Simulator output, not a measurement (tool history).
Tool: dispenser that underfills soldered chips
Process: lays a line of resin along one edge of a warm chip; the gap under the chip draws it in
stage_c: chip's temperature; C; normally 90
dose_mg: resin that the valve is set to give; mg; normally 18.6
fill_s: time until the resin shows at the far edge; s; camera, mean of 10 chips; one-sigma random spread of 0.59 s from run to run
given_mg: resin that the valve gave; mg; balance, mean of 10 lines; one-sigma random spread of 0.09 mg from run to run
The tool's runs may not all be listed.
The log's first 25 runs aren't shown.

{"hour": 98.3, "done": "new syringe of resin"}
{"run": 26, "hour": 102.1, "stage_c": 86, "dose_mg": 21.4, "fill_s": 68.4, "given_mg": 20.35}
{"run": 27, "hour": 105.4, "stage_c": 86, "dose_mg": 21.4, "fill_s": 79.4, "given_mg": 20.23}
{"run": 28, "hour": 109.6, "stage_c": 88, "dose_mg": 15.9, "fill_s": 96, "given_mg": 14.98}
{"hour": 111.2, "done": "new syringe of resin"}
{"run": 29, "hour": 113.2, "stage_c": 85, "dose_mg": 22.2, "fill_s": 62.7, "given_mg": 21.1}
{"hour": 116.1, "done": "dispensing valve cleaned and set on the balance"}
{"run": 30, "hour": 118.2, "stage_c": 86, "dose_mg": 17.2, "fill_s": 77.1, "given_mg": 17.22}
{"run": 31, "hour": 121.0, "stage_c": 94, "dose_mg": 23.6, "fill_s": 65.3, "given_mg": 23.72}
{"run": 32, "hour": 123.3, "stage_c": 94, "dose_mg": 23.6, "fill_s": 71.8, "given_mg": 23.5}
{"hour": 125.0, "done": "new syringe of resin"}
{"run": 33, "hour": 127.2, "stage_c": 77, "dose_mg": 19.2, "fill_s": 84.6, "given_mg": 19.11}
{"run": 34, "hour": 131.2, "stage_c": 82, "dose_mg": 21.7, "fill_s": 84.6, "given_mg": 21.59}
{"run": 35, "hour": 134.6, "stage_c": 82, "dose_mg": 21.7, "fill_s": 101.5, "given_mg": 21.78}
{"hour": 137.8, "done": "new syringe of resin"}
{"run": 36, "hour": 140.5, "stage_c": 82, "dose_mg": 17.7, "fill_s": 75.3, "given_mg": 17.58}

4 options for the next run, each taken on its own from the tool as it stands now. Forecast them:
{"run": "A", "hour": 145.2, "stage_c": 77, "dose_mg": 16.8, "fill_s": "?", "given_mg": "?"}
{"run": "B", "hour": 145.2, "stage_c": 87, "dose_mg": 20.2, "fill_s": "?", "given_mg": "?"}
{"run": "C", "hour": 145.2, "stage_c": 92, "dose_mg": 15.8, "fill_s": "?", "given_mg": "?"}
{"run": "D", "hour": 145.2, "stage_c": 87, "dose_mg": 17.3, "fill_s": "?", "given_mg": "?"}

run=A fill_s=111.8 given_mg=16.73
run=B fill_s=77.6 given_mg=20.12
run=C fill_s=68.4 given_mg=15.62
run=D fill_s=79.3 given_mg=17.14
Without the tool's unlogged condition, the same runs would have read:
run=A fill_s=81 given_mg=16.83
run=B fill_s=56.3 given_mg=20.24
run=C fill_s=49.3 given_mg=15.71
run=D fill_s=57.3 given_mg=17.24
